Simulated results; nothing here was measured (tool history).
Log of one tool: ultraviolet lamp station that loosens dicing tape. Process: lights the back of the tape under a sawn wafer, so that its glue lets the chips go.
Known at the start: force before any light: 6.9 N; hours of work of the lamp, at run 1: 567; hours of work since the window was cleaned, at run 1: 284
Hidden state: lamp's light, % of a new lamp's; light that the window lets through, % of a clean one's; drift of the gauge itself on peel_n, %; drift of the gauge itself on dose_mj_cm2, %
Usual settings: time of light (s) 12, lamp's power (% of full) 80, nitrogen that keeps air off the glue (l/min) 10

run	hour	time of light (s)	lamp's power (% of full)	nitrogen that keeps air off the glue (l/min)	hours of work of the lamp	hours of work since the window was cleaned	force that peels the tape off (N)	light that reached the tape (mJ/cm2)
1	0	12	80	10	567	284	0.818	300
2	9.8	12	80	10	573	290	0.835	290
# hour 20.3: window cleaned of glue's vapour
3	31.8	12	80	10	588	8	0.78	304
4	53.4	12	91	10	602	22	0.653	341
# hour 67.9: lamp changed
5	72.6	12	91	10	3	34	0.283	579
6	82.9	12	91	10	10	41	0.276	577
7	96.6	12	80	10	19	50	0.33	503
8	107	12	80	10	26	57	0.326	497
9	128.4	12	62	10	40	71	0.517	379
10	138.4	12	62	10	47	78	0.532	380
11	150.3	12	62	10	55	85	0.521	372
12	165.9	12	80	5	65	96	0.473	475
13	183.9	12	80	5	77	108	0.496	472
14	195.9	12	80	5	85	116	0.491	465
15	212	12	80	5	95	126	0.531	466
16	222.7	12	80	5	103	133	0.485	460
17	244.3	12	80	5	117	148	0.509	450
18	263.9	12	80	5	130	161	0.531	448
19	277.1	12	80	5	139	169	0.52	437
20	288.1	12	80	5	146	177	0.554	432
21	298.8	12	80	10	153	184	0.406	435
22	308.3	15	72	7	159	190	0.399	485
23	324.5	8	80	14	170	201	0.766	286
24	344.1	8	80	14	183	214	0.769	285
25	356.3	19	76	10	191	222	0.253	630
26	375.5	7	64	10	204	235	1.553	194
27	396.3	9	80	7	218	248	0.925	306
28	415.6	9	80	7	230	261	0.931	298
29	433.6	9	88	4	242	273	1.005	327
30	452.2	12	97	9	255	285	0.378	473
# hour 468.4: window cleaned of glue's vapour
31	473.8	18	69	10	269	4	0.31	528
32	488.6	12	88	12	278	13	0.366	448
33	498.7	12	71	10	285	20	0.571	362
34	517	10	85	5	297	32	0.85	348
35	529.4	10	81	8	305	40	0.731	330
36	547.9	18	69	7	318	53	0.374	502
37	562.9	16	65	16	328	63	0.373	417
38	575.6	16	65	16	336	71	0.382	410
39	584.7	14	71	3	342	77	0.856	391
40	607.2	14	91	3	357	92	0.597	492
41	620	14	98	5	365	100	0.406	523
42	640.5	14	98	5	379	114	0.411	508

The same runs without the tool's hidden state, with the same run-to-run variation:
run	force that peels the tape off (N)	light that reached the tape (mJ/cm2)
1	0.312	529
2	0.311	520
3	0.316	522
4	0.279	597
5	0.276	594
6	0.267	596
7	0.312	524
8	0.306	522
9	0.463	403
10	0.47	407
11	0.452	403
12	0.406	520
13	0.417	522
14	0.407	520
15	0.433	526
16	0.388	522
17	0.396	520
18	0.403	524
19	0.389	516
20	0.408	514
21	0.309	522
22	0.304	586
23	0.533	349
24	0.523	353
25	0.225	789
26	1.088	246
27	0.585	394
28	0.575	391
29	0.61	434
30	0.263	637
31	0.249	672
32	0.266	577
33	0.364	468
34	0.518	458
35	0.441	438
36	0.262	678
37	0.252	569
38	0.259	565
39	0.475	542
40	0.338	696
41	0.256	749
42	0.251	741
